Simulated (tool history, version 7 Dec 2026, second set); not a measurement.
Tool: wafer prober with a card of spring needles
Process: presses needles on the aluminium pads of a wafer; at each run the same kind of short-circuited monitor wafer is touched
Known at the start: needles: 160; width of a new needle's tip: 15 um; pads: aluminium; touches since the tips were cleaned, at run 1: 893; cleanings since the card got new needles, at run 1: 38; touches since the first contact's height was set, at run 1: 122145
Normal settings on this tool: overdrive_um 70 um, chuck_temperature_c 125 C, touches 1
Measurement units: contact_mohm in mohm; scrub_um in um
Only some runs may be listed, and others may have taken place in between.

run,day,overdrive_um,chuck_temperature_c,touches,touches since the tips were cleaned,cleanings since the card got new needles,touches since the first contact's height was set,contact_mohm,scrub_um
1,0.000,70,125,1,893,38,122145,201,17.51
# day 1.154: tips cleaned on abrasive film
# day 2.388: tips cleaned on abrasive film
2,2.404,70,64,1,98,40,137718,171,17.49
# day 3.688: tips cleaned on abrasive film
3,4.538,70,64,1,5533,41,151583,257,17.46
# day 4.804: tips cleaned on abrasive film
# day 5.992: tips cleaned on abrasive film
# day 7.267: tips cleaned on abrasive film
4,7.638,70,64,1,2406,44,171666,233,17.44
# day 8.542: tips cleaned on abrasive film
# day 9.617: tips cleaned on abrasive film
5,10.446,70,64,1,5400,46,189890,261,17.43
# day 10.642: height of the first contact set anew
# day 10.908: tips cleaned on abrasive film
# day 12.142: tips cleaned on abrasive film
# day 13.379: tips cleaned on abrasive film
6,14.292,70,64,1,5953,49,23665,253,17.64
# day 14.558: tips cleaned on abrasive film
# day 15.712: tips cleaned on abrasive film
# day 16.917: tips cleaned on abrasive film
7,17.533,70,64,1,4028,52,44678,249,17.63
# day 18.062: tips cleaned on abrasive film
# day 19.221: tips cleaned on abrasive film
8,19.371,70,64,1,978,54,56576,206,17.60
# day 20.342: tips cleaned on abrasive film
# day 21.508: tips cleaned on abrasive film
9,21.538,70,125,1,202,56,70621,191,17.58
# day 22.804: tips cleaned on abrasive film
# day 23.954: tips cleaned on abrasive film
10,23.996,70,125,1,270,58,86562,189,17.57
# day 25.058: tips cleaned on abrasive film
# day 26.279: tips cleaned on abrasive film
11,26.542,51,125,1,1700,60,103047,259,12.71
# day 27.425: tips cleaned on abrasive film
12,28.417,51,125,1,6449,61,115228,339,12.71
# day 28.683: tips cleaned on abrasive film
# day 29.767: tips cleaned on abrasive film
13,30.350,78,125,1,3781,63,127749,231,19.52
# day 30.992: tips cleaned on abrasive film
# day 32.200: tips cleaned on abrasive film
14,32.538,78,125,1,2197,65,141923,213,19.46
# day 33.275: tips cleaned on abrasive film
# day 34.462: tips cleaned on abrasive film
# day 35.517: tips cleaned on abrasive film
15,36.179,78,125,1,4313,68,165541,240,19.42
# day 36.708: tips cleaned on abrasive film
# day 37.833: tips cleaned on abrasive film
# day 39.096: tips cleaned on abrasive film
# day 40.038: height of the first contact set anew
16,40.142,78,125,1,6716,71,665,246,19.71
# day 40.383: tips cleaned on abrasive film
# day 41.567: tips cleaned on abrasive film
# day 42.767: tips cleaned on abrasive film
17,42.912,70,79,1,940,74,18602,198,17.64
# day 43.854: tips cleaned on abrasive film
# day 45.125: tips cleaned on abrasive film
18,45.308,70,32,3,1183,76,34142,172,17.65
# day 46.362: tips cleaned on abrasive film
# day 47.600: tips cleaned on abrasive film
# day 48.742: tips cleaned on abrasive film
19,48.871,57,34,1,830,79,57233,219,14.30
# day 50.000: tips cleaned on abrasive film
# day 51.179: tips cleaned on abrasive film
20,52.225,70,29,1,6828,81,79021,265,17.55
# day 52.492: tips cleaned on abrasive film
# day 53.575: tips cleaned on abrasive film
21,54.067,77,125,2,3194,83,90932,204,19.30
# day 54.858: tips cleaned on abrasive film
# day 56.146: tips cleaned on abrasive film
# day 57.292: tips cleaned on abrasive film
22,57.525,77,125,2,1515,86,113358,197,19.26
# day 58.529: tips cleaned on abrasive film
# day 59.679: tips cleaned on abrasive film
# day 60.775: tips cleaned on abrasive film
23,60.775,77,125,2,0,89,134417,171,19.24
# day 61.933: tips cleaned on abrasive film
# day 63.208: tips cleaned on abrasive film
# day 64.392: tips cleaned on abrasive film
24,64.542,77,125,2,995,92,158851,189,19.21
# day 65.596: tips cleaned on abrasive film
# day 66.671: tips cleaned on abrasive film
# day 67.779: tips cleaned on abrasive film
25,67.779,77,125,2,0,95,179820,179,19.18
# day 68.925: tips cleaned on abrasive film
# day 69.383: height of the first contact set anew
# day 70.025: tips cleaned on abrasive film
26,70.346,62,106,1,2074,97,6237,246,15.66
# day 71.096: tips cleaned on abrasive film
# day 72.242: tips cleaned on abrasive film
# day 73.446: tips cleaned on abrasive film
27,73.479,70,49,2,233,100,26564,172,17.65
# day 74.538: tips cleaned on abrasive film
# day 75.604: tips cleaned on abrasive film
28,75.638,70,47,1,234,102,40547,174,17.63

What if the next run were any one of these 3? Each begins from the tool's condition after run 28:
# day 76.696: tips cleaned on abrasive film
# day 77.833: tips cleaned on abrasive film
# day 79.067: tips cleaned on abrasive film
A,79.250,70,30,2,1188,105,63967,?,?
# day 76.696: tips cleaned on abrasive film
# day 77.833: tips cleaned on abrasive film
# day 79.067: tips cleaned on abrasive film
B,79.250,51,125,1,1188,105,63967,?,?
# day 76.696: tips cleaned on abrasive film
# day 77.833: tips cleaned on abrasive film
# day 79.067: tips cleaned on abrasive film
C,79.250,70,30,1,1188,105,63967,?,?

run,contact_mohm,scrub_um
A,190,17.58
B,255,12.79
C,209,17.58
Take away the tool's hidden state, keep each run's random variation, and the runs would have read:
run,contact_mohm,scrub_um
A,157,17.69
B,174,12.90
C,155,17.69

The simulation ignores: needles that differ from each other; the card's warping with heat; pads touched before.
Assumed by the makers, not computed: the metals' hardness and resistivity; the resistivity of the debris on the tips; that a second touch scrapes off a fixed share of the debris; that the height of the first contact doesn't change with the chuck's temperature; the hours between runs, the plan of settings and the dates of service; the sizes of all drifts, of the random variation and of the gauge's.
